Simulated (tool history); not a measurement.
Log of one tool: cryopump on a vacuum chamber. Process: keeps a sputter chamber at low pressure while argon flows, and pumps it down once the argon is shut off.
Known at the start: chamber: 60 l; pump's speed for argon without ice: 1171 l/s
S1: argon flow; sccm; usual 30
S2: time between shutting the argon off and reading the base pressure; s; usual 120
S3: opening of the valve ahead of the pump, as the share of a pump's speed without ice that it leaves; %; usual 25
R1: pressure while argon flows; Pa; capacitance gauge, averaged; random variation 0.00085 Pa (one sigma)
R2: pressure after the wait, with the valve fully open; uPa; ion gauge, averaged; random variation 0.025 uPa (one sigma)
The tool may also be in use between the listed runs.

run 1 day=0.000 | S1=30 S2=120 S3=25 | R1=0.1769 R2=1.92
run 2 day=0.842 | S1=30 S2=120 S3=25 | R1=0.1762 R2=1.86
run 3 day=1.612 | S1=30 S2=120 S3=25 | R1=0.1764 R2=1.94
run 4 day=2.625 | S1=30 S2=120 S3=25 | R1=0.1775 R2=1.94
run 5 day=3.404 | S1=30 S2=120 S3=30 | R1=0.1497 R2=1.96
run 6 day=4.167 | S1=14 S2=120 S3=25 | R1=0.0832 R2=1.87
run 7 day=5.012 | S1=24 S2=50 S3=45 | R1=0.0813 R2=3.02
run 8 day=5.929 | S1=30 S2=44 S3=33 | R1=0.1371 R2=3.28
run 9 day=6.679 | S1=30 S2=89 S3=33 | R1=0.1367 R2=2.21
run 10 day=7.538 | S1=30 S2=89 S3=33 | R1=0.1360 R2=2.25
run 11 day=8.604 | S1=40 S2=61 S3=25 | R1=0.2398 R2=2.68

Measured less the same run without the tool's hidden state. The same run-to-run variation is in both; the gauge's scatter may not be:
The hidden state here: pump's speed, % of a pump's without ice; cold plate's temperature, K; leak into the chamber, uPa l/s; drift of the gauge itself on working_pa, %; drift of the gauge itself on base_upa, %.
run=1 R1=+0.0036 R2=+0.90
run=2 R1=+0.0038 R2=+0.89
run=3 R1=+0.0040 R2=+0.91
run=4 R1=+0.0043 R2=+0.94
run=5 R1=+0.0046 R2=+0.94
run=6 R1=+0.0023 R2=+0.92
run=7 R1=+0.0041 R2=+0.97
run=8 R1=+0.0053 R2=+0.97
run=9 R1=+0.0056 R2=+0.97
run=10 R1=+0.0058 R2=+0.99
run=11 R1=+0.0083 R2=+1.00

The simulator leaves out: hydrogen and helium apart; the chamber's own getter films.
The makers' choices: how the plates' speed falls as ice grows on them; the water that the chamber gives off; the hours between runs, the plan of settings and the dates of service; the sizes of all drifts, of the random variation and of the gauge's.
